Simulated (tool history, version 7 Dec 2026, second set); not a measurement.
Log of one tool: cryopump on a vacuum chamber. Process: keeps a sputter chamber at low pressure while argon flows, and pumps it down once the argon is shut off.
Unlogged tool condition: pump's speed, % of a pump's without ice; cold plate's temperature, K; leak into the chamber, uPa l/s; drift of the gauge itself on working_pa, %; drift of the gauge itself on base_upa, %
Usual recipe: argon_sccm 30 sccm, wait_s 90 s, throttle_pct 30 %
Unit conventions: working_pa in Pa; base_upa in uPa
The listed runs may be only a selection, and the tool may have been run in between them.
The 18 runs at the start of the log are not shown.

| run | hour | argon_sccm | wait_s | throttle_pct | hours of work since the pump was warmed up and emptied | hours of work since the cold head was overhauled | hours of work since the chamber's fittings were tightened | working_pa | base_upa |
|---|---|---|---|---|---|---|---|---|---|
| 19 | 474.2 | 30 | 90 | 15 | 822 | 822 | 156 | 0.2004 | 0.68 |
| 20 | 507.6 | 26 | 45 | 32 | 838 | 838 | 172 | 0.0835 | 1.14 |
| 21 | 538.8 | 26 | 45 | 32 | 854 | 854 | 188 | 0.084 | 1.13 |
| 22 | 564 | 26 | 45 | 32 | 867 | 867 | 201 | 0.0857 | 1.14 |
| 23 | 597 | 26 | 45 | 32 | 883 | 883 | 217 | 0.0848 | 1.13 |
| 24 | 632 | 45 | 90 | 47 | 901 | 901 | 235 | 0.1034 | 0.74 |
| 25 | 665 | 45 | 23 | 47 | 917 | 917 | 251 | 0.1038 | 2.04 |
|  | 697.8 | pump warmed up, emptied and cooled again |
| 26 | 697.8 | 45 | 23 | 47 | 0 | 931 | 265 | 0.0952 | 1.95 |
| 27 | 714.1 | 30 | 113 | 49 | 8 | 939 | 273 | 0.0609 | 0.57 |
| 28 | 746.3 | 29 | 45 | 22 | 24 | 955 | 289 | 0.1305 | 1.16 |
| 29 | 774.1 | 29 | 45 | 36 | 38 | 969 | 303 | 0.0803 | 1.13 |
| 30 | 800.3 | 29 | 45 | 36 | 51 | 982 | 316 | 0.0797 | 1.14 |
| 31 | 819.2 | 26 | 90 | 30 | 61 | 992 | 326 | 0.0861 | 0.69 |
| 32 | 838.9 | 15 | 136 | 39 | 70 | 1001 | 335 | 0.0389 | 0.52 |
| 33 | 865.9 | 26 | 164 | 30 | 84 | 1015 | 349 | 0.0854 | 0.48 |
| 34 | 892.6 | 12 | 70 | 40 | 97 | 1028 | 362 | 0.0304 | 0.8 |
| 35 | 915 | 30 | 72 | 30 | 108 | 1039 | 373 | 0.0987 | 0.8 |

Predict each of these 3 candidate next runs independently; none follows another, all start after run 35:
| A | 942.8 | 14 | 72 | 30 | 122 | 1053 | 387 | ? | ? |
| B | 942.8 | 12 | 77 | 19 | 122 | 1053 | 387 | ? | ? |
| C | 942.8 | 32 | 34 | 30 | 122 | 1053 | 387 | ? | ? |

| run | working_pa | base_upa |
|---|---|---|
| A | 0.0465 | 0.8 |
| B | 0.0626 | 0.74 |
| C | 0.1064 | 1.41 |
Without the tool's unlogged condition, the same runs would have read:
| run | working_pa | base_upa |
|---|---|---|
| A | 0.046 | 0.74 |
| B | 0.0622 | 0.69 |
| C | 0.1052 | 1.35 |

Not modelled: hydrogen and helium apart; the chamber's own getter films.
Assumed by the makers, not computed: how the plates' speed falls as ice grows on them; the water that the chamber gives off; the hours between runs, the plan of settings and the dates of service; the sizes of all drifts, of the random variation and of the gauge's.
